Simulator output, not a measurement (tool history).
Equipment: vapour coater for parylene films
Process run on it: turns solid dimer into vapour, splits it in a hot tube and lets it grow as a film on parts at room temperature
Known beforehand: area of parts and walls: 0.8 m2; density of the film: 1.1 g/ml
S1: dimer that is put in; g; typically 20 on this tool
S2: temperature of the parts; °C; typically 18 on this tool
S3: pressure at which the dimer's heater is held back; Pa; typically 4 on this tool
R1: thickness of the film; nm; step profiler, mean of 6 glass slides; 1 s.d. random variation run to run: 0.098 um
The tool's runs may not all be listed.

Run 1, hour 0: usual settings. Result: R1 11750 nm.
Run 2, hour 30.8: usual settings but S3 7.18 Pa. Result: R1 10600 nm.
Run 3, hour 50.5: usual settings but S3 7.18 Pa. Result: R1 10590 nm.
Run 4, hour 78.4: usual settings but S1 14 g. Result: R1 8090 nm.
Run 5, hour 106.1: usual settings but S3 9.59 Pa. Result: R1 9810 nm.
Run 6, hour 133.7: usual settings but S3 9.59 Pa. Result: R1 9800 nm.
Run 7, hour 157.4: usual settings but S1 21 g. Result: R1 12080 nm.
Run 8, hour 184.9: usual settings but S1 21 g. Result: R1 11930 nm.
Run 9, hour 204.1: usual settings but S1 21 g, S2 15 °C. Result: R1 12650 nm.
Run 10, hour 219.3: usual settings but S1 21 g, S2 15 °C. Result: R1 12900 nm.
Run 11, hour 237.2: usual settings but S1 21 g, S2 15 °C. Result: R1 12800 nm.
Run 12, hour 265.2: usual settings but S1 14 g, S2 15 °C. Result: R1 8460 nm.
Run 13, hour 280.3: usual settings but S1 14 g, S2 15 °C. Result: R1 8370 nm.
Run 14, hour 299.5: usual settings but S1 14 g, S2 15 °C. Result: R1 8440 nm.
Run 15, hour 323.2: usual settings but S3 2.39 Pa. Result: R1 12290 nm.
Run 16, hour 336.6: usual settings but S3 2.39 Pa. Result: R1 12010 nm.
Run 17, hour 353.7: usual settings but S3 2.39 Pa. Result: R1 12060 nm.
Run 18, hour 374.9: usual settings. Result: R1 11050 nm.
Run 19, hour 395.7: usual settings. Result: R1 11030 nm.
Run 20, hour 412.9: usual settings but S2 14 °C. Result: R1 12050 nm.
Run 21, hour 442.5: usual settings but S2 14 °C. Result: R1 11250 nm.
Run 22, hour 456.1: usual settings but S2 14 °C. Result: R1 11260 nm.
Run 23, hour 476.5: usual settings but S2 14 °C. Result: R1 11260 nm.
Run 24, hour 489.8: usual settings but S2 14 °C. Result: R1 11160 nm.
Run 25, hour 519.7: usual settings but S2 14 °C. Result: R1 11080 nm.
Run 26, hour 538.1: usual settings but S1 18 g, S3 2.28 Pa. Result: R1 12080 nm.
Run 27, hour 551.7: usual settings but S1 18 g, S3 2.28 Pa. Result: R1 11950 nm.
Run 28, hour 567.5: usual settings but S1 24 g, S3 5.51 Pa. Result: R1 13730 nm.
Run 29, hour 585.8: usual settings but S1 24 g, S3 5.51 Pa. Result: R1 13560 nm.
Run 30, hour 611.8: usual settings but S1 24 g, S3 5.51 Pa. Result: R1 13470 nm.
Run 31, hour 636.9: usual settings but S2 15 °C. Result: R1 13110 nm.
Run 32, hour 660.8: usual settings but S2 15 °C. Result: R1 12800 nm.
Run 33, hour 685.5: usual settings but S2 15 °C. Result: R1 12990 nm.
Run 34, hour 711.5: usual settings but S2 15 °C. Result: R1 12680 nm.
Run 35, hour 738.3: usual settings but S2 15 °C, S3 11.94 Pa. Result: R1 10530 nm.
Run 36, hour 761.1: usual settings but S1 9 g, S2 10 °C. Result: R1 6470 nm.
Run 37, hour 782.2: usual settings but S1 36 g, S2 17 °C, S3 10.5 Pa. Result: R1 18570 nm.
Run 38, hour 810.1: usual settings but S1 21 g, S3 3.74 Pa. Result: R1 12390 nm.
Run 39, hour 839: usual settings but S2 11 °C, S3 6.02 Pa. Result: R1 12900 nm.
Run 40, hour 852.6: usual settings but S1 11 g, S2 11 °C, S3 8.35 Pa. Result: R1 6740 nm.
Run 41, hour 866.1: usual settings but S1 11 g, S2 11 °C, S3 8.35 Pa. Result: R1 6720 nm.
Run 42, hour 881.7: usual settings but S1 11 g, S2 11 °C, S3 8.35 Pa. Result: R1 6550 nm.
Run 43, hour 903.2: usual settings but S1 11 g, S2 11 °C, S3 8.35 Pa. Result: R1 6670 nm.
Run 44, hour 925.3: usual settings but S1 17 g, S2 29 °C, S3 9.56 Pa. Result: R1 6370 nm.
Run 45, hour 949.8: usual settings but S1 22 g, S2 19 °C, S3 10.46 Pa. Result: R1 10410 nm.
Run 46, hour 971.5: usual settings but S1 21 g, S2 11 °C, S3 10.46 Pa. Result: R1 12060 nm.
Run 47, hour 988.7: usual settings but S1 14 g, S2 14 °C, S3 6.99 Pa. Result: R1 8010 nm.

Withheld: 2 entries from between the runs. Position of each, and hidden state at the listed run before versus the listed run after:
Logged between run 20 and run 21: trap's valve overhauled (hour 418.5)
  vapour lost through the trap's worn valve, %: 10.1 -> 16; true temperature of the parts over the reading, C: -0.56 -> -0.58
  measured less the result without the state, R1: -1170 -> -1950 nm
Logged between run 25 and run 26: trap's valve overhauled, once more (hour 538)
  vapour lost through the trap's worn valve, %: 17.3 -> 0.2; true temperature of the parts over the reading, C: -0.63 -> -0.64
  measured less the result without the state, R1: -2110 -> +170 nm

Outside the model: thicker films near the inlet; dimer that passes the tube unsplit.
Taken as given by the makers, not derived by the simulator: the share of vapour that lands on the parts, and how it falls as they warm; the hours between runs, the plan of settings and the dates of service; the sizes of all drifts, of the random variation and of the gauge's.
